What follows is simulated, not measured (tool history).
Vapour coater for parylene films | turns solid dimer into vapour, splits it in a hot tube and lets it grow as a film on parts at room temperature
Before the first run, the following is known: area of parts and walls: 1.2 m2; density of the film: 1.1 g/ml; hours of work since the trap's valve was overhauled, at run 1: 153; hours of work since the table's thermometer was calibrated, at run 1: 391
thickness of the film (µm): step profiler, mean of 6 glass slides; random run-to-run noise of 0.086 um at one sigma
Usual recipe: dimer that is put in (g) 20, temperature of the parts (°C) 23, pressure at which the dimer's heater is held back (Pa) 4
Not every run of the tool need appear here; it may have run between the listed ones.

run,hour,dimer that is put in (g),temperature of the parts (°C),pressure at which the dimer's heater is held back (Pa),hours of work since the trap's valve was overhauled,hours of work since the table's thermometer was calibrated,thickness of the film (µm)
1,0,20,23,4,153,391,10.44
2,62.1,20,23,4,196,434,10.36
3,110.3,20,23,4.77,230,467,9.97
4,170.7,27,23,4,271,509,13.99
5,225.4,27,23,4,309,547,14.02
6,295.7,27,23,4,358,596,14.11
7,361.7,20,23,4,403,641,10.39
# hour 400.6: trap's valve overhauled
8,408.8,20,23,4,6,671,10.46
9,448.4,20,23,4,33,698,10.34
10,515,20,23,4,79,744,10.35
11,573.6,20,23,4,120,785,10.51
12,632.7,20,23,4,160,826,10.35
13,675,20,23,4,190,855,10.52
14,721.4,20,23,4,222,887,10.37
15,792.1,20,23,4,271,936,10.36
16,844.5,20,20,4,307,972,10.74
17,884.3,20,20,4,334,1000,10.92
18,943.5,15,26,5.14,375,1041,6.95
19,996.3,10,18,2.36,412,1077,6.36
# hour 1023.8: trap's valve overhauled
20,1032,23,15,6.77,6,1099,12.7
21,1093.4,27,15,6.77,48,1141,14.49
22,1134.4,27,15,6.77,76,1170,14.53
23,1178.2,28,26,4,107,1200,13.67
24,1230.8,30,27,4,143,1236,14.54
25,1299.8,11,19,4,191,1284,6.17
26,1341.2,11,31,4,219,1313,5.01
27,1388.2,11,31,4,252,1345,4.98
28,1450.8,30,27,5.88,295,1388,13.38
29,1497.2,30,27,5.88,327,1421,13.34
30,1540.5,10,27,4.15,357,1450,4.71
31,1574,10,27,4.15,380,1474,4.8
32,1630.8,20,35,4,420,1513,8.28

Below are 4 alternative next runs, each starting from the tool's condition after run 32. Predict each:
# hour 1644.8: trap's valve overhauled
A,1702.7,15,35,8.14,40,1560,?
# hour 1644.8: trap's valve overhauled
B,1702.7,24,32,3.63,40,1560,?
# hour 1644.8: trap's valve overhauled
C,1702.7,20,23,2.85,40,1560,?
# hour 1644.8: trap's valve overhauled
D,1702.7,20,23,6.81,40,1560,?

run,thickness of the film (µm)
A,5.5
B,10.95
C,11.23
D,9.39
With the hidden condition removed and each run's random variation left untouched, the same runs would have given:
run,thickness of the film (µm)
A,5.5
B,10.96
C,11.23
D,9.4
